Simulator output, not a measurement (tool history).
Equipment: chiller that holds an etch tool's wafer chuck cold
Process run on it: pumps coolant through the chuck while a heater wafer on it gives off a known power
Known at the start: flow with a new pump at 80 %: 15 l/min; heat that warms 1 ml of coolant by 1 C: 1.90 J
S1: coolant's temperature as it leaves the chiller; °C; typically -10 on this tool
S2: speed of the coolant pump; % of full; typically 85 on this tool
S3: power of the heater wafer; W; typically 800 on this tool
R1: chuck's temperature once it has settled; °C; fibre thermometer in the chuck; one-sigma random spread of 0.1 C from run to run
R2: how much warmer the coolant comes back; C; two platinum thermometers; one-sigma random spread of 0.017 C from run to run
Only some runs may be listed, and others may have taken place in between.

{"run": 1, "hour": 0.0, "S1": -10, "S2": 85, "S3": 800, "R1": -2.1, "R2": 1.62}
{"run": 2, "hour": 42.2, "S1": -10, "S2": 85, "S3": 800, "R1": -1.8, "R2": 1.6}
{"run": 3, "hour": 84.8, "S1": -10, "S2": 85, "S3": 800, "R1": -1.8, "R2": 1.6}
{"run": 4, "hour": 140.3, "S1": -10, "S2": 85, "S3": 800, "R1": -2.0, "R2": 1.64}
{"run": 5, "hour": 198.2, "S1": -10, "S2": 85, "S3": 800, "R1": -2.0, "R2": 1.64}
{"run": 6, "hour": 230.2, "S1": -16, "S2": 68, "S3": 520, "R1": -9.4, "R2": 1.34}
{"hour": 268.5, "done": "chiller's thermometer calibrated"}
{"run": 7, "hour": 283.4, "S1": -11, "S2": 68, "S3": 520, "R1": -4.5, "R2": 1.34}
{"run": 8, "hour": 318.3, "S1": -11, "S2": 68, "S3": 683, "R1": -2.2, "R2": 1.78}
{"run": 9, "hour": 347.6, "S1": -12, "S2": 98, "S3": 484, "R1": -7.3, "R2": 0.85}
{"run": 10, "hour": 399.1, "S1": -12, "S2": 70, "S3": 484, "R1": -6.1, "R2": 1.2}

Forecast each of these 5 alternatives for the next run:
{"run": "A", "hour": 443.4, "S1": -11, "S2": 70, "S3": 605, "R1": "?", "R2": "?"}
{"run": "B", "hour": 443.4, "S1": -14, "S2": 92, "S3": 695, "R1": "?", "R2": "?"}
{"run": "C", "hour": 443.4, "S1": -19, "S2": 85, "S3": 800, "R1": "?", "R2": "?"}
{"run": "D", "hour": 443.4, "S1": -1, "S2": 82, "S3": 814, "R1": "?", "R2": "?"}
{"run": "E", "hour": 443.4, "S1": -10, "S2": 87, "S3": 800, "R1": "?", "R2": "?"}

run=A R1=-3.2 R2=1.53
run=B R1=-7.1 R2=1.32
run=C R1=-10.6 R2=1.66
run=D R1=7.6 R2=1.75
run=E R1=-1.8 R2=1.60
Stripped of hidden state, with their random variation kept, the same runs would have yielded:
run=A R1=-4.4 R2=1.47
run=B R1=-8.3 R2=1.28
run=C R1=-12.0 R2=1.60
run=D R1=6.2 R2=1.69
run=E R1=-3.1 R2=1.54

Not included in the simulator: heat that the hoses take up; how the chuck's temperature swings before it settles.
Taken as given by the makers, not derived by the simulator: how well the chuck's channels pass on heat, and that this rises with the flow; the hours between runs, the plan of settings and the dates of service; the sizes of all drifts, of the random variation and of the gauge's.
